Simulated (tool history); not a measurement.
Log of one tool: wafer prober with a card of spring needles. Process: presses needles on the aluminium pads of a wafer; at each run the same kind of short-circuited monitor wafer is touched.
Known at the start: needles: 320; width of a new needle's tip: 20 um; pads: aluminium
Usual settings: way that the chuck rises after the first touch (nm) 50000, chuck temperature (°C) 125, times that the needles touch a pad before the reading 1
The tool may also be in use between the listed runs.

run,hour,way that the chuck rises after the first touch (nm),chuck temperature (°C),times that the needles touch a pad before the reading,resistance of one needle with its contact and lead (mohm),way that a needle slides on the pad (nm)
1,0,50000,125,1,268,13700
# hour 4.3: tips cleaned on abrasive film
# hour 13.5: tips cleaned on abrasive film
2,13.5,50000,125,1,167,13780
3,21.2,50000,76,1,293,13810
# hour 23.6: tips cleaned on abrasive film
4,31.5,50000,76,1,293,13880
# hour 34: tips cleaned on abrasive film
# hour 43.3: tips cleaned on abrasive film
5,43.3,50000,125,1,161,13860
6,51.9,50000,125,1,298,13710
# hour 52.9: tips cleaned on abrasive film
# hour 62.1: tips cleaned on abrasive film
7,63,50000,38,1,184,13880
# hour 71.3: tips cleaned on abrasive film
8,73.2,50000,38,1,205,13650
9,79.6,50000,38,1,313,13690
# hour 81.6: tips cleaned on abrasive film
10,86.4,50000,125,1,262,13770
# hour 91.6: tips cleaned on abrasive film
11,97.9,50000,125,1,277,13680
# hour 101: tips cleaned on abrasive film
# hour 111.2: tips cleaned on abrasive film
12,111.7,44000,125,1,190,12120
# hour 120.5: tips cleaned on abrasive film
13,123.3,50000,115,1,233,13670
# hour 130.2: tips cleaned on abrasive film
14,130.2,50000,115,1,169,13780
# hour 139.5: tips cleaned on abrasive film
15,142.5,50000,115,1,229,13750
# hour 149.4: tips cleaned on abrasive film
16,150.9,50000,115,1,206,13760
17,157.6,51000,48,1,302,13950
# hour 158.8: tips cleaned on abrasive film
# hour 168.1: tips cleaned on abrasive film
18,170.7,51000,77,1,233,13980
# hour 177.9: tips cleaned on abrasive film
19,181.6,51000,77,1,253,13950
# hour 187.6: tips cleaned on abrasive film
20,192.7,50000,39,1,256,13480
# hour 196.9: tips cleaned on abrasive film
21,204.5,50000,39,1,301,13570
# hour 206.1: tips cleaned on abrasive film
# hour 211.3: height of the first contact set anew
# hour 215.8: tips cleaned on abrasive film
22,216.1,50000,39,1,157,13970
# hour 225.6: tips cleaned on abrasive film
23,225.6,50000,125,2,160,13990
# hour 235: tips cleaned on abrasive film
24,238.8,44000,94,2,227,12360
# hour 244.7: tips cleaned on abrasive film
25,246.4,44000,94,2,197,12270
# hour 254.5: tips cleaned on abrasive film
26,260.1,43000,26,1,335,11950
# hour 263.7: tips cleaned on abrasive film
27,269.9,43000,26,1,324,11970
# hour 273.5: tips cleaned on abrasive film
28,276.6,50000,37,1,234,13870
# hour 283.2: tips cleaned on abrasive film
29,286.4,60000,50,1,204,16660
# hour 292.6: tips cleaned on abrasive film
30,294.5,50000,125,1,211,13890

The next listed run, before its measurement:
# hour 302.2: tips cleaned on abrasive film
31,308,50000,88,1,?,?

Run 31 gave resistance of one needle with its contact and lead (mohm) 274, way that a needle slides on the pad (nm) 13990.
Without the tool's hidden state the same run would have given resistance of one needle with its contact and lead (mohm) 145, way that a needle slides on the pad (nm) 14110.
